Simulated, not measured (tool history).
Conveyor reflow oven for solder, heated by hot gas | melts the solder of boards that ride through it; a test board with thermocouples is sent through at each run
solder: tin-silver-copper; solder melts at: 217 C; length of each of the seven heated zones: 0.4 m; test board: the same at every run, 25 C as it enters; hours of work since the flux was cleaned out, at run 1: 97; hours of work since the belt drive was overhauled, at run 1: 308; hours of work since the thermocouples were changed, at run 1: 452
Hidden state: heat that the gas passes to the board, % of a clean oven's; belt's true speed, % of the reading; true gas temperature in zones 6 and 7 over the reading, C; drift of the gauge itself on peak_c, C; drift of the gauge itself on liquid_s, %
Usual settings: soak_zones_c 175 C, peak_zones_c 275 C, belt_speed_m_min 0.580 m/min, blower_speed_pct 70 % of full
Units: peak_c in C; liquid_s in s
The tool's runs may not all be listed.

run,hour,soak_zones_c,peak_zones_c,belt_speed_m_min,blower_speed_pct,hours of work since the flux was cleaned out,hours of work since the belt drive was overhauled,hours of work since the thermocouples were changed,peak_c,liquid_s
1,0.0,175,275,0.580,70,97,308,452,254.0,63.5
2,5.6,175,275,0.580,70,102,312,456,253.9,63.2
3,14.3,160,275,0.580,70,108,319,463,250.7,54.8
4,24.7,163,275,0.580,70,116,327,471,251.7,56.9
5,35.6,175,275,0.580,70,124,335,479,253.4,63.1
6,45.0,175,275,0.580,70,131,342,486,253.9,63.3
7,53.8,175,275,0.580,70,138,349,493,253.5,63.0
8,64.3,175,275,0.580,70,146,357,501,253.5,62.8
9,72.6,175,275,0.580,81,152,363,507,256.6,65.6
10,82.7,175,275,0.580,81,160,371,515,256.9,65.3
11,92.9,175,275,0.580,81,168,378,522,256.0,65.6
12,99.5,175,275,0.580,81,173,383,527,256.0,65.6
13,106.2,175,275,0.580,81,178,388,533,256.0,65.3
14,114.4,175,275,0.580,70,184,395,539,252.9,62.3
15,121.4,175,275,0.580,52,189,400,544,246.1,54.6
16,130.8,175,275,0.580,70,196,407,551,253.4,62.5
17,137.4,185,275,0.569,63,201,412,556,253.7,68.1
# hour 143.2: flux residue cleaned out of gas plates and filters
18,151.3,166,275,0.580,89,6,419,563,257.9,64.4
19,160.1,166,266,0.638,89,13,425,570,246.9,50.5
20,167.7,166,275,0.580,70,19,431,575,252.6,59.0
# hour 172.6: belt drive overhauled, speed set with a stopwatch
21,181.5,175,273,0.580,78,26,7,583,255.2,64.9
22,188.4,161,276,0.580,70,31,12,588,252.8,57.6
23,197.8,161,285,0.580,70,38,19,595,260.1,63.2
24,203.8,184,275,0.497,69,43,24,600,260.3,85.0
25,211.1,184,266,0.550,69,48,29,605,248.9,68.3
# hour 216.2: belt drive overhauled, speed set with a stopwatch, once more
26,220.4,184,266,0.550,69,52,3,609,249.1,66.6
27,230.0,179,269,0.580,70,60,11,616,249.2,60.2
28,238.9,175,273,0.580,72,66,17,623,252.2,61.4
29,249.7,182,275,0.493,70,75,25,631,259.6,83.2

Run 30 comes next. What will it give?
30,255.3,189,275,0.580,83,79,30,636,?,?

{"run 30": {"peak_c": 259.5, "liquid_s": 73.3}}
Without the tool's hidden state the same run would have given peak_c 262.3 C, liquid_s 74.8 s.
